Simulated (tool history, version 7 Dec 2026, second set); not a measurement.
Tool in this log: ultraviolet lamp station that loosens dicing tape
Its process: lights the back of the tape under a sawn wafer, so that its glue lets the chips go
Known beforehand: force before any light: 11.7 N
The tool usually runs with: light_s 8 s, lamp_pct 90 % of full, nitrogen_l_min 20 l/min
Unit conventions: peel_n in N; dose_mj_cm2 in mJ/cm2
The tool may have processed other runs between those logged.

| run | day | light_s | lamp_pct | nitrogen_l_min | peel_n | dose_mj_cm2 |
|---|---|---|---|---|---|---|
| 1 | 0.000 | 8 | 90 | 20 | 0.608 | 308 |
| 2 | 0.933 | 8 | 90 | 20 | 0.629 | 306 |
| 3 | 2.667 | 10 | 90 | 20 | 0.382 | 371 |
| 4 | 3.983 | 10 | 90 | 20 | 0.383 | 370 |
| 5 | 5.492 | 10 | 90 | 20 | 0.422 | 361 |
| 6 | 7.125 | 8 | 90 | 20 | 0.745 | 283 |
| 7 | 8.738 | 8 | 90 | 20 | 0.794 | 279 |
| 8 | 10.412 | 10 | 74 | 16 | 0.912 | 287 |
| 9 | 11.908 | 10 | 74 | 16 | 0.949 | 275 |
| 10 | 12.725 | 9 | 70 | 7 | 2.500 | 237 |
|  | 12.825 | window cleaned of glue's vapour |
| 11 | 14.367 | 7 | 85 | 20 | 1.420 | 211 |
| 12 | 15.600 | 8 | 90 | 29 | 0.723 | 251 |
| 13 | 16.904 | 8 | 68 | 20 | 1.751 | 180 |
| 14 | 18.392 | 8 | 68 | 20 | 1.839 | 186 |

Measured minus without-hidden-state, run by run (identical run-to-run variation in each term; gauge scatter may differ):
Hidden state at play: lamp's light, % of a new lamp's; light that the window lets through, % of a clean one's; drift of the gauge itself on peel_n, %; drift of the gauge itself on dose_mj_cm2, %.
| run | peel_n | dose_mj_cm2 |
|---|---|---|
| 1 | +0.208 | -62 |
| 2 | +0.225 | -65 |
| 3 | +0.131 | -87 |
| 4 | +0.139 | -94 |
| 5 | +0.158 | -99 |
| 6 | +0.340 | -86 |
| 7 | +0.376 | -90 |
| 8 | +0.456 | -99 |
| 9 | +0.493 | -103 |
| 10 | +1.082 | -90 |
| 11 | +0.790 | -95 |
| 12 | +0.412 | -119 |
| 13 | +0.992 | -92 |
| 14 | +1.067 | -96 |
